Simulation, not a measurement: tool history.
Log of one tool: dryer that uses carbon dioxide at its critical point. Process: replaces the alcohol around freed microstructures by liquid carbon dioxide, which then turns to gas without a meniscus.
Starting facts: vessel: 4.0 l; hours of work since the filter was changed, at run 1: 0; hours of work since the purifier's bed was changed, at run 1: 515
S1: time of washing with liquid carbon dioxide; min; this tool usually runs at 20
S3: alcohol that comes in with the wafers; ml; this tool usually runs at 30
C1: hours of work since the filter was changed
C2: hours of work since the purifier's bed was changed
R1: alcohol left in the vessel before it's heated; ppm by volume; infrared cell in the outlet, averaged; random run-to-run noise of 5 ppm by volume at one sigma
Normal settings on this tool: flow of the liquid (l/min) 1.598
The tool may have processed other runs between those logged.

run 1 hour=0 | S1=20 flow_of_the_liquid_(l/min)=1.598 S3=30 | C1=0 C2=515 | R1=160
run 2 hour=31.2 | S1=20 flow_of_the_liquid_(l/min)=2.18 S3=30 | C1=21 C2=536 | R1=165
run 3 hour=68.5 | S1=20 flow_of_the_liquid_(l/min)=1.89 S3=30 | C1=45 C2=560 | R1=165
run 4 hour=104.3 | S1=20 flow_of_the_liquid_(l/min)=1.598 S3=30 | C1=69 C2=584 | R1=170
run 5 hour=160.8 | S1=14 flow_of_the_liquid_(l/min)=1.598 S3=30 | C1=106 C2=621 | R1=229
run 6 hour=213.1 | S1=20 flow_of_the_liquid_(l/min)=1.598 S3=30 | C1=140 C2=655 | R1=196
run 7 hour=261.6 | S1=20 flow_of_the_liquid_(l/min)=1.598 S3=30 | C1=172 C2=687 | R1=211
run 8 hour=302.8 | S1=20 flow_of_the_liquid_(l/min)=1.598 S3=30 | C1=199 C2=714 | R1=204
run 9 hour=347.9 | S1=20 flow_of_the_liquid_(l/min)=1.598 S3=30 | C1=229 C2=744 | R1=220
run 10 hour=393.6 | S1=20 flow_of_the_liquid_(l/min)=1.598 S3=30 | C1=259 C2=774 | R1=229
run 11 hour=449.9 | S1=20 flow_of_the_liquid_(l/min)=1.598 S3=30 | C1=296 C2=811 | R1=238
run 12 hour=477.2 | S1=20 flow_of_the_liquid_(l/min)=1.598 S3=30 | C1=313 C2=829 | R1=247

Predict the results of run 13:
-- hour=486 purifier's bed changed
run 13 hour=536.6 | S1=24 flow_of_the_liquid_(l/min)=2.04 S3=87 | C1=351 C2=33 | R1=?

{"run 13": {"R1": 11}}
Had the tool carried no hidden state, the very same run would have given R1 0 ppm by volume.

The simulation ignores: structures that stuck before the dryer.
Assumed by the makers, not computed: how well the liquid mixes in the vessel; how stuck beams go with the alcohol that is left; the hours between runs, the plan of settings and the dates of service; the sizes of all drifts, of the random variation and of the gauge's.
